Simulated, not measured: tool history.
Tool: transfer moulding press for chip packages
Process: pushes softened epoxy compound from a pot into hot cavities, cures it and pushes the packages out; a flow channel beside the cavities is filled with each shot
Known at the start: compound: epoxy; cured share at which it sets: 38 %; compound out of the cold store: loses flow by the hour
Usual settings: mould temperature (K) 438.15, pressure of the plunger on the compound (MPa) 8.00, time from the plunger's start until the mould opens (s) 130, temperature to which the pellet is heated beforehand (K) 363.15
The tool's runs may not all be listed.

run,hour,mould temperature (K),pressure of the plunger on the compound (MPa),time from the plunger's start until the mould opens (s),temperature to which the pellet is heated beforehand (K),incoming compound's hours out of the cold store,length that the compound runs in the flow channel (mm),greatest force on the pins that push the packages out (N)
1,0.0,438.15,8.00,130,363.15,38.6,758,331
2,11.7,438.15,8.00,130,363.15,25.2,810,373
3,19.0,438.15,8.00,130,363.15,37.6,759,378
4,27.1,438.15,8.00,130,363.15,28.6,796,433
# hour 34.5: cavities cleaned with cleaning compound and waxed
5,43.0,438.15,8.00,130,363.15,27.8,795,284
# hour 54.7: plunger's sealing rings changed
6,56.4,438.15,8.00,130,363.15,43.4,769,330
7,65.5,438.15,8.00,130,363.15,26.3,838,371
# hour 79.4: mould's thermocouples calibrated
8,84.9,438.15,8.00,130,363.15,31.5,820,443
# hour 95.0: cavities cleaned with cleaning compound and waxed
9,95.7,438.15,8.00,130,363.15,20.4,873,265
10,104.1,438.15,8.00,130,363.15,47.3,757,309
11,119.0,438.15,8.00,130,363.15,15.0,889,385
12,134.2,438.15,8.00,130,372.15,39.8,780,431
# hour 150.1: cavities cleaned with cleaning compound and waxed
13,153.5,433.15,8.00,130,363.15,20.6,881,361
14,163.0,433.15,8.00,130,363.15,15.4,901,437
15,175.6,433.15,8.00,130,363.15,17.0,902,499
16,186.3,433.15,6.98,130,354.15,20.4,822,552
17,199.1,434.15,7.88,130,363.15,39.3,786,507
# hour 205.3: cavities cleaned with cleaning compound and waxed
18,213.9,433.15,6.32,130,363.15,27.0,755,387
19,227.6,445.15,6.32,117,363.15,40.3,669,340
20,238.1,438.15,8.00,130,353.15,38.7,779,394
21,251.1,433.15,8.00,162,371.15,8.2,934,449
# hour 260.6: cavities cleaned with cleaning compound and waxed
22,268.4,431.15,6.55,162,370.15,17.8,803,310
23,277.1,438.15,8.00,153,353.15,24.8,836,311
24,286.0,438.15,8.00,153,353.15,42.3,763,346
25,300.8,435.15,8.00,130,361.15,42.7,770,452
# hour 316.4: cavities cleaned with cleaning compound and waxed
26,317.9,440.15,8.00,130,361.15,38.3,768,242
27,328.7,438.15,9.90,114,363.15,41.2,849,346
28,343.0,437.15,6.28,114,357.15,27.0,729,475

Some steps in length that the compound runs in the flow channel (mm) between neighbouring runs. How much of each would the tool show without its hidden state too (settings, what came in, random variation), and how much is left for the hidden state, with any gauge scatter that isn't in both results?
The hidden state here: true mould temperature over the reading, C; pressure that reaches the compound, % of what is set; grip of the stained cavities, % over clean ones'; drift of the gauge itself on flow_mm, %; drift of the gauge itself on push_out_n, %.
Run 5 -> 6: plunger's sealing rings changed. length that the compound runs in the flow channel (mm) -26: hidden state +39, all else -65.
Run 10 -> 11: no setting changed, nothing entered. length that the compound runs in the flow channel (mm) +132: hidden state -2, all else +134.
Run 20 -> 21: mould temperature (K) 438.15 -> 433.15, time from the plunger's start until the mould opens (s) 130 -> 162, temperature to which the pellet is heated beforehand (K) 353.15 -> 371.15. length that the compound runs in the flow channel (mm) +155: hidden state -5, all else +160.
